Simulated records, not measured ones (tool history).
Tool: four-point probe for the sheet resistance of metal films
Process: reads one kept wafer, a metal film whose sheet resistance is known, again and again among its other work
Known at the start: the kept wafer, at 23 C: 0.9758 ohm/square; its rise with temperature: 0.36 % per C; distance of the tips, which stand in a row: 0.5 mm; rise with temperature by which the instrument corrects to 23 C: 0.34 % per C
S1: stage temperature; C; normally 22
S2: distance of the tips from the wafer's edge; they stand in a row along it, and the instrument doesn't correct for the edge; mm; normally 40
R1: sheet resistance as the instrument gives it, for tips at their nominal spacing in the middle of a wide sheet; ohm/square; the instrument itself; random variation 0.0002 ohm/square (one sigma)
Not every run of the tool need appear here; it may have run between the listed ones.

run 1 hour=0.0 | S1=22 S2=40 | R1=0.987337
run 2 hour=11.7 | S1=22 S2=40 | R1=0.987363
run 3 hour=21.2 | S1=22 S2=40 | R1=0.987454
-- hour=31.5 new probe head fitted
run 4 hour=32.3 | S1=22 S2=40 | R1=0.978632
run 5 hour=38.4 | S1=22 S2=40 | R1=0.979083
run 6 hour=51.7 | S1=22 S2=35 | R1=0.978923
run 7 hour=60.2 | S1=22 S2=35 | R1=0.979407
run 8 hour=73.9 | S1=22 S2=35 | R1=0.979262
run 9 hour=82.8 | S1=22 S2=35 | R1=0.979561
run 10 hour=90.8 | S1=22 S2=35 | R1=0.979444
-- hour=92.7 stage's thermometer calibrated
run 11 hour=100.4 | S1=22 S2=10 | R1=0.980886
run 12 hour=112.6 | S1=19 S2=10 | R1=0.980412
run 13 hour=120.2 | S1=22 S2=40 | R1=0.979978
run 14 hour=131.0 | S1=33 S2=40 | R1=0.981061
-- hour=139.6 stage's thermometer calibrated, once more
run 15 hour=141.9 | S1=33 S2=40 | R1=0.981075
run 16 hour=151.7 | S1=33 S2=40 | R1=0.981247
run 17 hour=158.8 | S1=29 S2=31 | R1=0.980990
run 18 hour=165.8 | S1=29 S2=31 | R1=0.980532
run 19 hour=175.8 | S1=34 S2=3 | R1=0.995847
run 20 hour=184.2 | S1=30 S2=47 | R1=0.981042
run 21 hour=192.8 | S1=23 S2=62 | R1=0.980701
run 22 hour=206.6 | S1=24 S2=4 | R1=0.988715
run 23 hour=220.5 | S1=21 S2=31 | R1=0.980456
run 24 hour=233.0 | S1=21 S2=31 | R1=0.980734
run 25 hour=246.7 | S1=21 S2=19 | R1=0.981147
run 26 hour=256.8 | S1=28 S2=67 | R1=0.981420
run 27 hour=267.0 | S1=23 S2=63 | R1=0.981291
run 28 hour=279.4 | S1=22 S2=20 | R1=0.981469
run 29 hour=285.8 | S1=31 S2=20 | R1=0.982702
run 30 hour=297.4 | S1=26 S2=11 | R1=0.982929

5 options for the next run, each taken on its own from the tool as it stands now. Forecast them:
run A hour=306.6 | S1=18 S2=49 | R1=?
run B hour=306.6 | S1=30 S2=6 | R1=?
run C hour=306.6 | S1=26 S2=53 | R1=?
run D hour=306.6 | S1=28 S2=17 | R1=?
run E hour=306.6 | S1=35 S2=3 | R1=?

run=A R1=0.980800
run=B R1=0.986130
run=C R1=0.981824
run=D R1=0.982273
run=E R1=0.997446
Had the tool no hidden state, the same runs would have come out as:
run=A R1=0.974994
run=B R1=0.980282
run=C R1=0.976004
run=D R1=0.976448
run=E R1=0.991532

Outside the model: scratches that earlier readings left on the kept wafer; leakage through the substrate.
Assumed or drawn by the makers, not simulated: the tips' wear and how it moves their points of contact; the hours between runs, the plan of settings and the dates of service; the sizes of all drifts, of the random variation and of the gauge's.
